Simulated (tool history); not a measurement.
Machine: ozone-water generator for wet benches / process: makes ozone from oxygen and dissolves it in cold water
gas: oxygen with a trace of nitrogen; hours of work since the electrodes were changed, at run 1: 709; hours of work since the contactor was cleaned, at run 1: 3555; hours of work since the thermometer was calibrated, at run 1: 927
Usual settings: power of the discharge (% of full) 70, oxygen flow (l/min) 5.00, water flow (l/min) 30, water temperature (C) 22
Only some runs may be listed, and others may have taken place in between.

run    hour  power of the discharge (% of full)  oxygen flow (l/min)  water flow (l/min)  water temperature (C)  hours of work since the electrodes were changed  hours of work since the contactor was cleaned  hours of work since the thermometer was calibrated  dissolved ozone (ppm)  ozone in the gas ahead of the water (g/m3)
  1     0.0                                  70                 5.00                  30                     22                                              709                                           3555                                                 927                   16.6                                       255.8
  2    34.4                                  70                 5.00                  30                     22                                              733                                           3579                                                 950                   16.7                                       253.7
  3    82.5                                  70                 5.00                  30                     22                                              766                                           3612                                                 984                   16.5                                       250.0
  4   132.4                                  70                 5.00                  30                     22                                              800                                           3647                                                1018                   16.7                                       252.2
  5   177.0                                  70                 5.00                  19                     22                                              831                                           3677                                                1049                   24.6                                       254.2
  6   222.5                                  70                 5.00                  32                     22                                              862                                           3709                                                1080                   15.5                                       251.4
  7   251.4                                  70                 5.00                  32                     22                                              882                                           3729                                                1100                   15.8                                       253.6
  8   284.3                                  70                 5.00                  32                     22                                              905                                           3751                                                1123                   15.7                                       248.6
  9   309.9                                  70                 4.03                  30                     22                                              923                                           3769                                                1141                   16.3                                       286.6
 10   356.9                                  70                 5.00                  30                     22                                              955                                           3802                                                1173                   16.4                                       253.5
 11   388.2                                  70                 5.00                  30                     22                                              977                                           3823                                                1195                   16.7                                       251.0
 12   411.5                                  70                 5.00                  32                     22                                              993                                           3839                                                1211                   15.8                                       251.2
 13   463.3                                  70                 5.00                  30                     22                                             1029                                           3875                                                1247                   16.8                                       251.5
 14   510.0                                  70                 5.00                  30                     22                                             1061                                           3907                                                1279                   16.5                                       249.7
 15   549.5                                  70                 6.83                  30                     22                                             1088                                           3935                                                1306                   16.6                                       207.1
 16   578.9                                  70                 6.83                  30                     22                                             1108                                           3955                                                1326                   16.6                                       208.4
 17   602.8                                  64                 2.76                  27                     19                                             1125                                           3971                                                1343                   16.8                                       338.4
 18   644.0                                  70                 5.05                  30                     17                                             1153                                           4000                                                1371                   17.5                                       249.3
 19   694.4                                  70                 5.05                  30                     17                                             1188                                           4035                                                1406                   17.5                                       248.6
 20   738.6                                  97                 5.00                  34                     22                                             1219                                           4065                                                1437                   18.0                                       305.0
 21   779.7                                  47                 5.00                  34                     24                                             1247                                           4093                                                1465                   11.5                                       195.1
 22   807.4                                  69                 5.00                  39                     16                                             1266                                           4113                                                1484                   13.5                                       246.0
 23   843.0                                  92                 3.71                  39                     16                                             1291                                           4137                                                1509                   15.4                                       348.5
 24   876.1                                  92                 3.71                  39                     16                                             1314                                           4160                                                1531                   15.5                                       351.0
 25   929.0                                  92                 3.71                  39                     16                                             1350                                           4197                                                1568                   15.6                                       349.1
 26   979.8                                  70                 5.00                  18                     17                                             1385                                           4232                                                1603                   27.1                                       245.3
 27  1009.7                                  51                 7.12                  19                     29                                             1406                                           4252                                                1624                   16.8                                       166.9
 28  1047.9                                  49                 4.48                  33                     29                                             1432                                           4279                                                1650                   11.2                                       214.5
 29  1078.3                                  70                 5.00                  36                     22                                             1453                                           4300                                                1671                   14.4                                       249.6
 30  1108.4                                  60                 4.63                  27                     20                                             1474                                           4320                                                1692                   17.1                                       235.9
 31  1158.2                                  60                 4.63                  27                     20                                             1508                                           4355                                                1726                   17.0                                       237.4
 32  1190.9                                  60                 4.63                  27                     20                                             1531                                           4377                                                1749                   17.0                                       232.4

Here are 4 independent what-if runs from the current tool condition. What would each one return?
  A  1247.3                                  70                 5.39                  28                     22                                             1570                                           4416                                                1788                      ?                                           ?
  B  1247.3                                  60                 4.63                  27                     27                                             1570                                           4416                                                1788                      ?                                           ?
  C  1247.3                                  95                 5.00                  19                     17                                             1570                                           4416                                                1788                      ?                                           ?
  D  1247.3                                  44                 6.01                  27                     20                                             1570                                           4416                                                1788                      ?                                           ?

run  dissolved ozone (ppm)  ozone in the gas ahead of the water (g/m3)
  A                   17.6                                       236.4
  B                   15.6                                       234.7
  C                   31.6                                       296.4
  D                   14.2                                       167.7
What these runs would have given with no unlogged condition in the tool:
run  dissolved ozone (ppm)  ozone in the gas ahead of the water (g/m3)
  A                   17.7                                       243.4
  B                   15.6                                       241.7
  C                   31.6                                       305.3
  D                   14.3                                       172.7
